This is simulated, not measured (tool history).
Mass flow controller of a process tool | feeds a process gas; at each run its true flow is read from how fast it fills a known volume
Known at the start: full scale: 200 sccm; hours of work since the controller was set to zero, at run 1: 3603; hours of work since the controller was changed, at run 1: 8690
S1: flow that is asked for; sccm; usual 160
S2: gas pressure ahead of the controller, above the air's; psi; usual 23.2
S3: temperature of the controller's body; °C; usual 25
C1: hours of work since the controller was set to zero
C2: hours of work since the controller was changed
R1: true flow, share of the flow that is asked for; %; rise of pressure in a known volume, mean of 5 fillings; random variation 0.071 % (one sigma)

{"run": 1, "hour": 0.0, "S1": 160, "S2": 23.2, "S3": 25, "C1": 3603, "C2": 8690, "R1": 97.63}
{"run": 2, "hour": 139.6, "S1": 181, "S2": 23.2, "S3": 25, "C1": 3703, "C2": 8791, "R1": 97.86}
{"run": 3, "hour": 285.9, "S1": 24, "S2": 23.2, "S3": 25, "C1": 3808, "C2": 8896, "R1": 92.65}
{"run": 4, "hour": 496.0, "S1": 23, "S2": 23.2, "S3": 25, "C1": 3959, "C2": 9047, "R1": 92.06}
{"run": 5, "hour": 746.7, "S1": 23, "S2": 23.2, "S3": 25, "C1": 4139, "C2": 9227, "R1": 91.67}
{"run": 6, "hour": 878.2, "S1": 160, "S2": 23.2, "S3": 25, "C1": 4234, "C2": 9321, "R1": 97.49}
{"run": 7, "hour": 1163.0, "S1": 160, "S2": 23.2, "S3": 25, "C1": 4438, "C2": 9526, "R1": 97.37}
{"run": 8, "hour": 1465.6, "S1": 160, "S2": 23.2, "S3": 25, "C1": 4655, "C2": 9743, "R1": 97.22}
{"hour": 1595.3, "done": "controller exchanged for a calibrated one"}
{"run": 9, "hour": 1774.4, "S1": 160, "S2": 23.2, "S3": 25, "C1": 129, "C2": 129, "R1": 99.6}
{"run": 10, "hour": 1962.3, "S1": 160, "S2": 37.0, "S3": 25, "C1": 264, "C2": 264, "R1": 99.81}
{"run": 11, "hour": 2138.0, "S1": 125, "S2": 23.2, "S3": 25, "C1": 390, "C2": 390, "R1": 99.31}
{"run": 12, "hour": 2284.8, "S1": 125, "S2": 23.2, "S3": 25, "C1": 495, "C2": 495, "R1": 99.31}
{"run": 13, "hour": 2503.8, "S1": 160, "S2": 23.2, "S3": 25, "C1": 653, "C2": 653, "R1": 99.48}
{"run": 14, "hour": 2653.0, "S1": 160, "S2": 23.2, "S3": 25, "C1": 760, "C2": 760, "R1": 99.44}
{"run": 15, "hour": 2932.0, "S1": 160, "S2": 23.2, "S3": 25, "C1": 960, "C2": 960, "R1": 99.39}
{"run": 16, "hour": 3238.4, "S1": 160, "S2": 23.2, "S3": 25, "C1": 1180, "C2": 1180, "R1": 99.38}

Run 17 comes next. What will it give?
{"run": 17, "hour": 3535.1, "S1": 160, "S2": 23.2, "S3": 29, "C1": 1393, "C2": 1393, "R1": "?"}

{"run 17": {"R1": 99.46}}
Without the tool's hidden state the same run would have given R1 99.93 %.
